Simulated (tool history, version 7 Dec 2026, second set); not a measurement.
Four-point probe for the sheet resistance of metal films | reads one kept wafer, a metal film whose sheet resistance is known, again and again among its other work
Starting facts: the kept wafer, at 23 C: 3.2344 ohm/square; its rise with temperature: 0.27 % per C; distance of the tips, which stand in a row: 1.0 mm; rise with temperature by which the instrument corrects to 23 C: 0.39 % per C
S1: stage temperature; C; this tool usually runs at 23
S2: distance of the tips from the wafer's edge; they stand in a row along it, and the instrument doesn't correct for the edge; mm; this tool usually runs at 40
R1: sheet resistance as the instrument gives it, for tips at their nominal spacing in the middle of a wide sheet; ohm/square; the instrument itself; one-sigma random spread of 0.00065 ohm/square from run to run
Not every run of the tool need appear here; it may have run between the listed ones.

| run | day | S1 | S2 | R1 |
|---|---|---|---|---|
| 1 | 0 | 23 | 40 | 3.2374 |
| 2 | 1.196 | 23 | 40 | 3.237768 |
| 3 | 1.846 | 23 | 40 | 3.23889 |
| 4 | 2.725 | 23 | 40 | 3.238797 |
| 5 | 4.004 | 23 | 40 | 3.238113 |
| 6 | 5.2 | 23 | 40 | 3.238871 |
| 7 | 5.971 | 23 | 40 | 3.23847 |
| 8 | 7.15 | 34 | 40 | 3.197385 |
| 9 | 8.042 | 34 | 40 | 3.198295 |
| 10 | 8.658 | 28 | 7 | 3.253659 |
| 11 | 9.429 | 28 | 7 | 3.253775 |
| 12 | 10.188 | 19 | 7 | 3.291434 |
| 13 | 11.196 | 25 | 18 | 3.235596 |

What if the next run were any one of these 3? Each begins from the tool's condition after run 13:
| A | 11.796 | 23 | 4 | ? |
| B | 11.796 | 25 | 36 | ? |
| C | 11.796 | 28 | 16 | ? |

| run | R1 |
|---|---|
| A | 3.344568 |
| B | 3.232418 |
| C | 3.225624 |
What these runs would have given with no unlogged condition in the tool:
| run | R1 |
|---|---|
| A | 3.339724 |
| B | 3.227735 |
| C | 3.220962 |

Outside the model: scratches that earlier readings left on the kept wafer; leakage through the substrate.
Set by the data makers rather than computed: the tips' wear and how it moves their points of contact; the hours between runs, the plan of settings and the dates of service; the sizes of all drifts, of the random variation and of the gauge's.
